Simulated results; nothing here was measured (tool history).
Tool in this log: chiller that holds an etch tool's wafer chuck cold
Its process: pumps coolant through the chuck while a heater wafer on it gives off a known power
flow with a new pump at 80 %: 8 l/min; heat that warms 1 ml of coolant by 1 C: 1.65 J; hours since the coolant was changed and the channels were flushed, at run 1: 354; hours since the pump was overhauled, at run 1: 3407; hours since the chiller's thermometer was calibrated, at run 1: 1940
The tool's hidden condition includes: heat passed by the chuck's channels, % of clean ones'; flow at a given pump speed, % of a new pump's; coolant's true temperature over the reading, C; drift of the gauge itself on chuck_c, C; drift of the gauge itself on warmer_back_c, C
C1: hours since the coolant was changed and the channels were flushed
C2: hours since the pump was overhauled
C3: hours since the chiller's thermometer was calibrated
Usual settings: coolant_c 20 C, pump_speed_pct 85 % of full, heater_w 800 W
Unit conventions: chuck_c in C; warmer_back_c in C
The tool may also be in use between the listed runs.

run 1 hour=0.0 | coolant_c=20 pump_speed_pct=85 heater_w=800 | C1=354 C2=3407 C3=1940 | chuck_c=28.4 warmer_back_c=4.00
run 2 hour=147.1 | coolant_c=20 pump_speed_pct=85 heater_w=800 | C1=501 C2=3554 C3=2087 | chuck_c=28.6 warmer_back_c=4.00
run 3 hour=212.7 | coolant_c=20 pump_speed_pct=85 heater_w=800 | C1=567 C2=3620 C3=2152 | chuck_c=28.3 warmer_back_c=4.02
run 4 hour=309.7 | coolant_c=20 pump_speed_pct=85 heater_w=800 | C1=664 C2=3717 C3=2249 | chuck_c=28.3 warmer_back_c=4.11
run 5 hour=431.3 | coolant_c=20 pump_speed_pct=85 heater_w=800 | C1=786 C2=3838 C3=2371 | chuck_c=28.6 warmer_back_c=4.11
run 6 hour=554.8 | coolant_c=20 pump_speed_pct=85 heater_w=800 | C1=909 C2=3962 C3=2494 | chuck_c=28.6 warmer_back_c=4.13
run 7 hour=653.7 | coolant_c=13 pump_speed_pct=92 heater_w=941 | C1=1008 C2=4061 C3=2593 | chuck_c=22.7 warmer_back_c=4.50
run 8 hour=739.3 | coolant_c=20 pump_speed_pct=92 heater_w=1178 | C1=1094 C2=4146 C3=2679 | chuck_c=32.3 warmer_back_c=5.60
run 9 hour=830.6 | coolant_c=11 pump_speed_pct=61 heater_w=800 | C1=1185 C2=4238 C3=2770 | chuck_c=22.0 warmer_back_c=5.78
run 10 hour=967.7 | coolant_c=11 pump_speed_pct=61 heater_w=800 | C1=1322 C2=4375 C3=2907 | chuck_c=22.2 warmer_back_c=5.84
run 11 hour=1117.8 | coolant_c=11 pump_speed_pct=61 heater_w=800 | C1=1472 C2=4525 C3=3057 | chuck_c=22.2 warmer_back_c=5.87
-- hour=1177.4 chiller's thermometer calibrated
run 12 hour=1244.6 | coolant_c=20 pump_speed_pct=79 heater_w=800 | C1=1598 C2=4651 C3=67 | chuck_c=29.7 warmer_back_c=4.65

Some steps in chuck_c between neighbouring runs. How much of each would the tool show without its hidden state too (settings, what came in, random variation), and how much is left for the hidden state, with any gauge scatter that isn't in both results?
Run 7 -> 8: coolant_c 13 -> 20, heater_w 941 -> 1178. chuck_c +9.6 C: hidden state +0.4, all else +9.2.
Run 8 -> 9: coolant_c 20 -> 11, pump_speed_pct 92 -> 61, heater_w 1178 -> 800. chuck_c -10.3 C: hidden state -0.1, all else -10.2.
